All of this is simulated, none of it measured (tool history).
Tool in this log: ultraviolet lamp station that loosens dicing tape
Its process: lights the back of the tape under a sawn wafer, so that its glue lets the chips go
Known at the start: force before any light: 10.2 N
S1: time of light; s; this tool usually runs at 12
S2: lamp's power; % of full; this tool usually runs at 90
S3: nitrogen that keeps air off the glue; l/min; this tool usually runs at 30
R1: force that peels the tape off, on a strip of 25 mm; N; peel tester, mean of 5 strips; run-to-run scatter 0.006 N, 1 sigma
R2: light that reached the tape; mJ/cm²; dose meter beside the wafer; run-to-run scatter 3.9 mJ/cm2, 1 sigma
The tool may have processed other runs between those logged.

run,hour,S1,S2,S3,R1,R2
1,0.0,12,90,30,0.173,680
2,45.5,12,64,30,0.465,476
# hour 93.7: lamp changed
3,99.4,12,64,30,0.465,476
4,121.7,12,64,30,0.442,476
5,170.9,12,90,14,0.364,676
# hour 182.3: window cleaned of glue's vapour
6,224.7,12,90,14,0.366,667
7,274.5,12,66,30,0.423,493
8,301.2,12,66,30,0.416,497
9,328.5,6,64,10,3.333,246
10,365.0,13,78,10,0.607,641
11,396.2,13,78,20,0.302,645
12,438.0,18,92,18,0.090,1046
13,464.4,23,93,47,0.071,1350
14,490.2,23,93,47,0.065,1345
15,544.7,15,90,30,0.089,863

3 options for the next run, each taken on its own from the tool as it stands now. Forecast them:
A,575.5,14,90,17,?,?
B,575.5,9,93,45,?,?
C,575.5,12,77,13,?,?

run,R1,R2
A,0.185,806
B,0.253,536
C,0.607,585
With the hidden condition removed and each run's random variation left untouched, the same runs would have given:
run,R1,R2
A,0.184,788
B,0.252,524
C,0.605,572
